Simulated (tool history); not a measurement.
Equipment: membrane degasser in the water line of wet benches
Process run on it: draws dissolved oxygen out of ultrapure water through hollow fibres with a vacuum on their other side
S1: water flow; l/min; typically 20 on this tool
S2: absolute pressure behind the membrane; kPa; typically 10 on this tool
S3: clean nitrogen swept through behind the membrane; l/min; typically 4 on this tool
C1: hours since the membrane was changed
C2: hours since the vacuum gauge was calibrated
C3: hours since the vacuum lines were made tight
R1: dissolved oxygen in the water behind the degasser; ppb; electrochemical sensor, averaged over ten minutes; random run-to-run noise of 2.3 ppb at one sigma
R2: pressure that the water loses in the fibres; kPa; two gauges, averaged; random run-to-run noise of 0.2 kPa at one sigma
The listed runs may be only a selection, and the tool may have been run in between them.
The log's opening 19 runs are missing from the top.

{"run": 20, "hour": 5462.5, "S1": 22, "S2": 17.8, "S3": 11.27, "C1": 14362, "C2": 1470, "C3": 5796, "R1": 318.8, "R2": 56.6}
{"run": 21, "hour": 5778.7, "S1": 21, "S2": 16.3, "S3": 2.86, "C1": 14678, "C2": 1786, "C3": 6112, "R1": 462.3, "R2": 54}
{"run": 22, "hour": 6059.4, "S1": 28, "S2": 6.5, "S3": 2.86, "C1": 14958, "C2": 2067, "C3": 6393, "R1": 437.3, "R2": 72.35}
{"hour": 6222.5, "done": "vacuum gauge calibrated, once more"}
{"run": 23, "hour": 6384.1, "S1": 17, "S2": 20.9, "S3": 9.47, "C1": 15283, "C2": 162, "C3": 6717, "R1": 256.4, "R2": 44.1}
{"hour": 6419.9, "done": "seals of the vacuum lines changed"}
{"run": 24, "hour": 6635.7, "S1": 17, "S2": 20.9, "S3": 9.47, "C1": 15532, "C2": 411, "C3": 216, "R1": 247, "R2": 44.15}
{"run": 25, "hour": 6961.9, "S1": 23, "S2": 10, "S3": 1.62, "C1": 15859, "C2": 737, "C3": 542, "R1": 482.1, "R2": 59.94}
{"run": 26, "hour": 7305.2, "S1": 16, "S2": 16.1, "S3": 4, "C1": 16202, "C2": 1081, "C3": 885, "R1": 285.6, "R2": 41.75}
{"run": 27, "hour": 7506.8, "S1": 16, "S2": 8.8, "S3": 6.59, "C1": 16403, "C2": 1282, "C3": 1087, "R1": 198.5, "R2": 41.9}
{"run": 28, "hour": 7664.9, "S1": 25, "S2": 10, "S3": 1.75, "C1": 16561, "C2": 1440, "C3": 1245, "R1": 518.8, "R2": 65.61}

Expected results for the next run?
{"run": 29, "hour": 7959.3, "S1": 26, "S2": 24.7, "S3": 2.45, "C1": 16856, "C2": 1735, "C3": 1539, "R1": "?", "R2": "?"}

{"run 29": {"R1": 813.8, "R2": 67.86}}
With no hidden state in the tool, this same run would have given R1 705.6 ppb, R2 59.88 kPa.

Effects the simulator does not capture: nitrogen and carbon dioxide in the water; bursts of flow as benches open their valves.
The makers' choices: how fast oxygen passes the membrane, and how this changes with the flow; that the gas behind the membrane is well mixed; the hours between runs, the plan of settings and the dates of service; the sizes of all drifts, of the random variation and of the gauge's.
